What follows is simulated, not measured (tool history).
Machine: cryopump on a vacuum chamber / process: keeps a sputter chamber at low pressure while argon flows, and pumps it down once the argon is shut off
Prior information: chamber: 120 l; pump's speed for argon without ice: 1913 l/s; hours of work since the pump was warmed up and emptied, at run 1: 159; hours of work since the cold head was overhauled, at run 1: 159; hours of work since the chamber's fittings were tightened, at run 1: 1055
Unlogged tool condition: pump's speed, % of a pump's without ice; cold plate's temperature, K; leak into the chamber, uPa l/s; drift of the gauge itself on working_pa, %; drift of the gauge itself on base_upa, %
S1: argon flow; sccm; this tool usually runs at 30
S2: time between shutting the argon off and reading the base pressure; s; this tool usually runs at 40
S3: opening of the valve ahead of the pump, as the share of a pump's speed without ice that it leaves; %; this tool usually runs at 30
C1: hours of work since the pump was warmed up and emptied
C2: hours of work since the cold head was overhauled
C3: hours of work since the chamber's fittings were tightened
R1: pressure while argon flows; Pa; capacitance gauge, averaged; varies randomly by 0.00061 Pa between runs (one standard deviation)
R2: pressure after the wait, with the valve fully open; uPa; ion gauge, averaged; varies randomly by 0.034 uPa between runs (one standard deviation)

| run | hour | S1 | S2 | S3 | C1 | C2 | C3 | R1 | R2 |
|---|---|---|---|---|---|---|---|---|---|
| 1 | 0.0 | 30 | 40 | 30 | 159 | 159 | 1055 | 0.0894 | 3.64 |
| 2 | 25.1 | 30 | 40 | 30 | 177 | 177 | 1074 | 0.0912 | 3.70 |
| 3 | 43.3 | 30 | 40 | 30 | 191 | 191 | 1087 | 0.0907 | 3.78 |
| 4 | 70.7 | 30 | 40 | 30 | 211 | 211 | 1107 | 0.0917 | 3.78 |
| 5 | 110.5 | 14 | 40 | 30 | 240 | 240 | 1136 | 0.0436 | 3.84 |
| 6 | 144.4 | 30 | 40 | 30 | 264 | 264 | 1161 | 0.0922 | 3.98 |
| 7 | 181.4 | 30 | 40 | 30 | 291 | 291 | 1188 | 0.0925 | 4.15 |
| 8 | 220.1 | 30 | 40 | 30 | 319 | 319 | 1216 | 0.0931 | 4.15 |
|  | 231.8 | leaking fittings of the chamber tightened, without venting |
| 9 | 251.8 | 30 | 40 | 30 | 341 | 341 | 15 | 0.0928 | 1.98 |
| 10 | 289.7 | 30 | 273 | 30 | 369 | 369 | 42 | 0.0938 | 0.57 |
| 11 | 317.2 | 30 | 40 | 30 | 389 | 389 | 62 | 0.0935 | 2.08 |
| 12 | 346.6 | 30 | 40 | 30 | 410 | 410 | 84 | 0.0933 | 2.16 |
| 13 | 364.6 | 30 | 40 | 30 | 423 | 423 | 97 | 0.0941 | 2.16 |
| 14 | 397.3 | 30 | 40 | 30 | 447 | 447 | 121 | 0.0960 | 2.26 |
| 15 | 425.1 | 30 | 24 | 30 | 467 | 467 | 141 | 0.0949 | 3.38 |
| 16 | 444.5 | 30 | 24 | 30 | 482 | 482 | 155 | 0.0961 | 3.39 |
| 17 | 483.7 | 30 | 24 | 30 | 510 | 510 | 183 | 0.0970 | 3.50 |
| 18 | 524.6 | 27 | 24 | 30 | 540 | 540 | 213 | 0.0871 | 3.54 |
| 19 | 541.4 | 28 | 27 | 34 | 552 | 552 | 226 | 0.0803 | 3.24 |
| 20 | 576.0 | 54 | 27 | 23 | 577 | 577 | 251 | 0.2223 | 3.34 |
| 21 | 595.0 | 54 | 27 | 23 | 591 | 591 | 265 | 0.2239 | 3.34 |
| 22 | 635.2 | 44 | 201 | 58 | 620 | 620 | 294 | 0.0803 | 1.19 |
| 23 | 673.6 | 30 | 184 | 30 | 648 | 648 | 322 | 0.0988 | 1.35 |
| 24 | 703.2 | 25 | 184 | 47 | 670 | 670 | 343 | 0.0559 | 1.44 |
| 25 | 743.9 | 25 | 22 | 47 | 700 | 700 | 373 | 0.0558 | 4.21 |
| 26 | 781.0 | 16 | 124 | 35 | 727 | 727 | 400 | 0.0471 | 1.71 |
| 27 | 799.5 | 12 | 46 | 57 | 740 | 740 | 414 | 0.0227 | 2.68 |
| 28 | 840.1 | 12 | 46 | 57 | 770 | 770 | 443 | 0.0239 | 2.76 |
| 29 | 880.4 | 13 | 78 | 35 | 799 | 799 | 473 | 0.0389 | 2.29 |
| 30 | 914.6 | 53 | 40 | 30 | 824 | 824 | 497 | 0.1815 | 3.23 |
|  | 950.4 | pump warmed up, emptied and cooled again |
| 31 | 951.8 | 53 | 40 | 30 | 1 | 847 | 521 | 0.1571 | 2.69 |
| 32 | 978.7 | 14 | 23 | 49 | 21 | 867 | 541 | 0.0248 | 3.97 |
| 33 | 1013.2 | 14 | 23 | 49 | 46 | 892 | 566 | 0.0251 | 4.06 |
| 34 | 1045.2 | 53 | 94 | 36 | 69 | 916 | 589 | 0.1308 | 1.90 |

Consider 3 possible next runs. They are alternatives, not a sequence: every one starts from the tool as it was left by run 34. What does each give?
| A | 1081.8 | 36 | 145 | 15 | 96 | 942 | 616 | ? | ? |
| B | 1081.8 | 12 | 64 | 54 | 96 | 942 | 616 | ? | ? |
| C | 1081.8 | 56 | 84 | 37 | 96 | 942 | 616 | ? | ? |

| run | R1 | R2 |
|---|---|---|
| A | 0.2139 | 1.61 |
| B | 0.0206 | 2.30 |
| C | 0.1363 | 2.00 |
What these runs would have given with no unlogged condition in the tool:
| run | R1 | R2 |
|---|---|---|
| A | 0.2123 | 0.59 |
| B | 0.0201 | 1.24 |
| C | 0.1339 | 0.95 |

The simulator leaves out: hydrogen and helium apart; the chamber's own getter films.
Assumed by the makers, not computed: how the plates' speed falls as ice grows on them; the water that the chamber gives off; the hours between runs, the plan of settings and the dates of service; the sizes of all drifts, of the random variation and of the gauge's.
